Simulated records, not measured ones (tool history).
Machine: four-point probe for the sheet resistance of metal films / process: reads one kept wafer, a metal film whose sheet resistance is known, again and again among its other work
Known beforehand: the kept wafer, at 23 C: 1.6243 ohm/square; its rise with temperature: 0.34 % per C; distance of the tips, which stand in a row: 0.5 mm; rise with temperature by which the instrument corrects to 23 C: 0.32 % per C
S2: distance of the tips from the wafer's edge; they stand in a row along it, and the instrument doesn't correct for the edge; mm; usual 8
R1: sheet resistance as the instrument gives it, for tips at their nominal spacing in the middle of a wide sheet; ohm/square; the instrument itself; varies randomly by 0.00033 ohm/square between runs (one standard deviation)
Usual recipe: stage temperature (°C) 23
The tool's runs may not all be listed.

Run 1, hour 0.0: usual settings. Result: R1 1.627649 ohm/square.
Run 2, hour 31.7: usual settings. Result: R1 1.627117 ohm/square.
Run 3, hour 76.5: usual settings but S2 33 mm. Result: R1 1.624267 ohm/square.
Run 4, hour 118.6: usual settings but S2 33 mm. Result: R1 1.623996 ohm/square.
Run 5, hour 156.5: usual settings but S2 33 mm. Result: R1 1.624563 ohm/square.
Run 6, hour 193.2: usual settings but S2 5 mm. Result: R1 1.633252 ohm/square.
At hour 221.2: stage's thermometer calibrated.
Run 7, hour 240.2: usual settings but S2 5 mm. Result: R1 1.633499 ohm/square.
Run 8, hour 282.4: usual settings but S2 3 mm. Result: R1 1.648658 ohm/square.
Run 9, hour 330.2: usual settings but S2 3 mm. Result: R1 1.648986 ohm/square.
Run 10, hour 356.2: usual settings but stage temperature (°C) 21. Result: R1 1.626996 ohm/square.
Run 11, hour 394.9: usual settings but stage temperature (°C) 21. Result: R1 1.627647 ohm/square.
Run 12, hour 422.0: usual settings but stage temperature (°C) 21. Result: R1 1.626678 ohm/square.
Run 13, hour 447.8: usual settings but stage temperature (°C) 24. Result: R1 1.628840 ohm/square.
Run 14, hour 492.2: usual settings but stage temperature (°C) 24, S2 15 mm. Result: R1 1.625893 ohm/square.
Run 15, hour 535.5: usual settings but stage temperature (°C) 19, S2 27 mm. Result: R1 1.623016 ohm/square.
Run 16, hour 581.9: usual settings but stage temperature (°C) 22, S2 19 mm. Result: R1 1.624555 ohm/square.
Run 17, hour 622.9: usual settings but stage temperature (°C) 24, S2 4 mm. Result: R1 1.638518 ohm/square.
Run 18, hour 645.4: usual settings but stage temperature (°C) 24, S2 37 mm. Result: R1 1.624869 ohm/square.
Run 19, hour 685.5: usual settings but stage temperature (°C) 24, S2 11 mm. Result: R1 1.626534 ohm/square.
Run 20, hour 732.9: usual settings but stage temperature (°C) 34, S2 29 mm. Result: R1 1.628437 ohm/square.
Run 21, hour 756.0: usual settings but stage temperature (°C) 34, S2 29 mm. Result: R1 1.629184 ohm/square.
Run 22, hour 795.7: usual settings but stage temperature (°C) 34, S2 29 mm. Result: R1 1.628297 ohm/square.
Run 23, hour 833.9: usual settings but stage temperature (°C) 34, S2 29 mm. Result: R1 1.627779 ohm/square.
Run 24, hour 867.7: usual settings but stage temperature (°C) 33, S2 27 mm. Result: R1 1.627515 ohm/square.
Run 25, hour 904.2: usual settings but stage temperature (°C) 33, S2 27 mm. Result: R1 1.627784 ohm/square.

4 options for the next run, each taken on its own from the tool as it stands now. Forecast them:
Run A, hour 952.2: usual settings but stage temperature (°C) 24, S2 4 mm. Result: R1 ?.
Run B, hour 952.2: usual settings but stage temperature (°C) 25, S2 27 mm. Result: R1 ?.
Run C, hour 952.2: usual settings but stage temperature (°C) 19, S2 7 mm. Result: R1 ?.
Run D, hour 952.2: usual settings but S2 17 mm. Result: R1 ?.

run        R1
  A  1.638401
  B  1.625404
  C  1.627472
  D  1.625031
Without the tool's hidden state the same runs would have given:
run        R1
  A  1.638351
  B  1.625354
  C  1.627422
  D  1.624982
